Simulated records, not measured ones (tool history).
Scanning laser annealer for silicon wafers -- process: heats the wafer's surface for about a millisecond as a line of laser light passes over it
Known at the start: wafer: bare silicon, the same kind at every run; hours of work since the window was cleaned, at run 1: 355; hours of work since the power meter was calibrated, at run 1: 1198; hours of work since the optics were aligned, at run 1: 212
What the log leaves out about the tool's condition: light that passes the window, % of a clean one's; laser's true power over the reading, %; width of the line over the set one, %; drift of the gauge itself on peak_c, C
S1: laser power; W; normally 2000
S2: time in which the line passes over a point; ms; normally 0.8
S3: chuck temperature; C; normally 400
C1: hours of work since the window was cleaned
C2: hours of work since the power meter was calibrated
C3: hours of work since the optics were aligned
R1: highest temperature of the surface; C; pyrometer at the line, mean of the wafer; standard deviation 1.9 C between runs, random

run    hour    S1     S2   S3   C1    C2   C3    R1
  1       0  2000    0.8  400  355  1198  212  1217
  2    53.8  1905    0.8  400  392  1235  250  1167
  3   115.6  1905    0.8  400  435  1278  292  1163
  4   156.4  2000    0.8  400  463  1306  321  1211
  5   195.9  2000    0.8  400  491  1333  348  1210
  6   233.5  2000    0.8  400  517  1359  374  1208
  7   263.6  2000    0.8  400  537  1380  395  1205
  8   311.6  2000    0.8  400  571  1414  428  1204
      337.6  -- window over the wafer cleaned
  9   350.5  2000    0.8  400    9  1439  454  1224
        359  -- laser's power meter calibrated
 10   394.1  2000    0.8  400   37    24  482  1222
 11   419.5  2000    0.8  400   55    42  499  1224
 12     459  2000    0.8  400   82    69  527  1217
 13   500.4  2000    0.8  400  111    98  555  1214
 14   562.6  2000  0.832  397  154   141  598  1222
 15   610.5  2000  0.832  409  187   174  632  1232
 16   657.7  2000  0.832  409  220   207  664  1234
 17   693.7  2017  0.736  436  244   232  689  1215
      712.1  -- laser's power meter calibrated, once more
 18     729  2000  0.686  361  267    12  711  1117
      761.2  -- optics aligned, line set to its width
 19   780.8  2000  0.686  361  299    44   14  1129
 20     838  2060   0.95  400  339    84   53  1337
 21   899.5  1946   0.95  422  381   126   96  1297
 22   944.8  1849  0.768  406  413   158  127  1140
 23   971.5  1898  0.719  411  431   176  146  1142
 24  1009.1  1898  0.812  413  457   202  172  1190
 25  1060.6  2104  0.955  384  493   238  207  1335

Consider 4 possible next runs. They are alternatives, not a sequence: every one starts from the tool as it was left by run 25. What does each give?
  A  1086.1  1894  0.634  370  511  255  225   ?
  B  1086.1  1802    0.8  400  511  255  225   ?
  C  1086.1  1865  0.947  402  511  255  225   ?
  D  1086.1  2063  0.762  384  511  255  225   ?

run    R1
  A  1051
  B  1117
  C  1220
  D  1214
Without the tool's hidden state the same runs would have given:
run    R1
  A  1074
  B  1142
  C  1248
  D  1242
